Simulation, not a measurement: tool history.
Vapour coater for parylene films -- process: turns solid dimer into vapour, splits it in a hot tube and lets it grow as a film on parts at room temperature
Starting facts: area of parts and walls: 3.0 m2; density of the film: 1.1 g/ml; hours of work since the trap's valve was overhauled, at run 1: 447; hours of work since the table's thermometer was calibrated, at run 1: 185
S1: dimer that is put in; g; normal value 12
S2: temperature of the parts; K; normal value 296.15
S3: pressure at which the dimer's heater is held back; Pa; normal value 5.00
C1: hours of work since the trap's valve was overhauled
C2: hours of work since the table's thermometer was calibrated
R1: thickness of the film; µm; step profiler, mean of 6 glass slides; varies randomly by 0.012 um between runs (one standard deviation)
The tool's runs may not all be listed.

Run 1, hour 0.0: usual settings; C1 447; C2 185. Result: R1 2.88 µm.
Run 2, hour 18.5: usual settings; C1 454; C2 193. Result: R1 2.86 µm.
Run 3, hour 46.6: usual settings; C1 466; C2 204. Result: R1 2.89 µm.
Run 4, hour 71.1: usual settings but S3 5.01 Pa; C1 477; C2 215. Result: R1 2.87 µm.
Run 5, hour 101.3: usual settings but S3 3.41 Pa; C1 489; C2 228. Result: R1 3.02 µm.
Run 6, hour 126.4: usual settings but S3 3.41 Pa; C1 500; C2 238. Result: R1 2.98 µm.
Run 7, hour 145.7: usual settings but S1 11 g; C1 508; C2 246. Result: R1 2.64 µm.
Run 8, hour 164.0: usual settings; C1 516; C2 254. Result: R1 2.87 µm.
Run 9, hour 188.5: usual settings; C1 526; C2 264. Result: R1 2.86 µm.
Run 10, hour 202.9: usual settings; C1 532; C2 270. Result: R1 2.87 µm.
Run 11, hour 219.3: usual settings; C1 539; C2 277. Result: R1 2.87 µm.
Run 12, hour 240.7: usual settings but S1 22 g; C1 548; C2 286. Result: R1 5.27 µm.
Run 13, hour 255.1: usual settings but S1 22 g; C1 554; C2 293. Result: R1 5.23 µm.
Run 14, hour 282.7: usual settings; C1 566; C2 304. Result: R1 2.84 µm.
Run 15, hour 306.8: usual settings but S1 11 g, S2 288.15 K, S3 5.48 Pa; C1 576; C2 314. Result: R1 2.99 µm.
Run 16, hour 322.9: usual settings but S1 10 g, S2 291.15 K, S3 2.85 Pa; C1 583; C2 321. Result: R1 2.77 µm.
Run 17, hour 346.9: usual settings but S1 10 g, S2 291.15 K, S3 2.85 Pa; C1 593; C2 331. Result: R1 2.74 µm.
Run 18, hour 363.9: usual settings but S1 18 g, S2 304.15 K, S3 8.41 Pa; C1 600; C2 338. Result: R1 3.49 µm.
Run 19, hour 379.7: usual settings but S1 5 g, S2 302.15 K; C1 607; C2 345. Result: R1 1.06 µm.
Run 20, hour 401.3: usual settings but S1 5 g, S2 302.15 K; C1 616; C2 354. Result: R1 1.06 µm.
Run 21, hour 422.6: usual settings but S2 298.15 K, S3 3.35 Pa; C1 625; C2 363. Result: R1 2.86 µm.
Run 22, hour 445.7: usual settings but S1 13 g, S2 298.15 K, S3 3.35 Pa; C1 635; C2 373. Result: R1 3.09 µm.
Run 23, hour 474.6: usual settings but S1 5 g; C1 647; C2 385. Result: R1 1.18 µm.
Run 24, hour 504.7: usual settings but S1 11 g, S2 301.15 K, S3 11.09 Pa; C1 660; C2 398. Result: R1 2.19 µm.
Run 25, hour 518.6: usual settings but S3 5.88 Pa; C1 665; C2 404. Result: R1 2.76 µm.
Run 26, hour 542.4: usual settings but S1 18 g, S2 294.15 K, S3 4.92 Pa; C1 675; C2 414. Result: R1 4.41 µm.
Run 27, hour 565.5: usual settings but S1 18 g, S2 295.15 K, S3 6.55 Pa; C1 685; C2 424. Result: R1 4.18 µm.
At hour 584.1: trap's valve overhauled.
Run 28, hour 592.6: usual settings but S2 290.15 K, S3 3.00 Pa; C1 4; C2 433. Result: R1 3.35 µm.

Describe how what the log doesn't record of the tool's condition differs between the last listed run preceding each entry between runs and the first listed run following it.
Runs 27 to 28: trap's valve overhauled (hour 584.1)
  vapour lost through the trap's worn valve, %: 0.2 -> 0; drift of the gauge itself on film_um, %: -1.84 -> -1.91
  difference, measured minus the result without the unlogged condition, R1: -0.09 -> -0.06 µm

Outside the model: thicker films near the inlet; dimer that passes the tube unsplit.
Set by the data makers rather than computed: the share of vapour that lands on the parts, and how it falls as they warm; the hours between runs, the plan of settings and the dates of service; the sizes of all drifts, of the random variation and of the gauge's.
